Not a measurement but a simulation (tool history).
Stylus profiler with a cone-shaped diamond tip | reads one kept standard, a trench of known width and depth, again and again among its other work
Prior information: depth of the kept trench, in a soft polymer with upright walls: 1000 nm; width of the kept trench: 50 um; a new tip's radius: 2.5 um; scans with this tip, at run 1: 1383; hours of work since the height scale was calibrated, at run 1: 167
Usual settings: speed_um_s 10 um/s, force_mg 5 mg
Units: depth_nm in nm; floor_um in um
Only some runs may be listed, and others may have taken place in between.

run,hour,speed_um_s,force_mg,scans with this tip,hours of work since the height scale was calibrated,depth_nm,floor_um
1,0,10,5,1383,167,1018.77,45.61
2,13.7,10,10.97,1434,173,1032.3,45.58
3,22.7,39,5,1467,177,1019.01,45.47
4,33.4,39,5,1506,182,1019.05,45.41
5,45,10,3.82,1549,187,1015.29,45.47
6,58.7,10,3.82,1600,193,1015.82,45.52
7,71.6,10,5,1647,199,1018.77,45.55
8,87,20,5,1704,206,1018.69,45.44
9,104.3,10,14.43,1768,213,1038.88,45.58
10,118.5,10,12.2,1821,220,1034.51,45.43
11,127.5,10,12.2,1854,224,1034.71,45.47
12,141.5,21,3.25,1906,230,1013.97,45.35
13,159.1,2,5.84,1971,238,1021.12,45.51
14,166.7,2,6.1,1999,241,1020.99,45.46
15,178.4,2,6.1,2042,246,1021.24,45.46
16,188.5,12,3.35,2079,251,1014.16,45.3
17,204.4,14,4.16,2138,258,1016.36,45.42
18,218.1,16,11.89,2189,264,1033.86,45.37
19,230.3,16,11.89,2234,270,1033.63,45.35
20,243.1,2,10.79,2281,275,1031.89,45.36
21,256,2,2.89,2328,281,1012.4,45.36

Below, some changes in depth_nm between adjacent runs. For each, the amount present without the hidden state too (settings, incoming material, random variation) and the amount remaining for the hidden state with gauge scatter not shared by both compared results:
Hidden state at play: radius of the tip, um; height scale over the true one, %; drift of the gauge itself on depth_nm, %; drift of the gauge itself on floor_um, %.
Run 8 -> 9: speed_um_s 20 -> 10, force_mg 5 -> 14.43. depth_nm +20.19 nm: hidden state -0.05, all else +20.24.
Run 11 -> 12: speed_um_s 10 -> 21, force_mg 12.2 -> 3.25. depth_nm -20.74 nm: hidden state -0.01, all else -20.73.
Run 17 -> 18: speed_um_s 14 -> 16, force_mg 4.16 -> 11.89. depth_nm +17.5 nm: hidden state -0.05, all else +17.55.
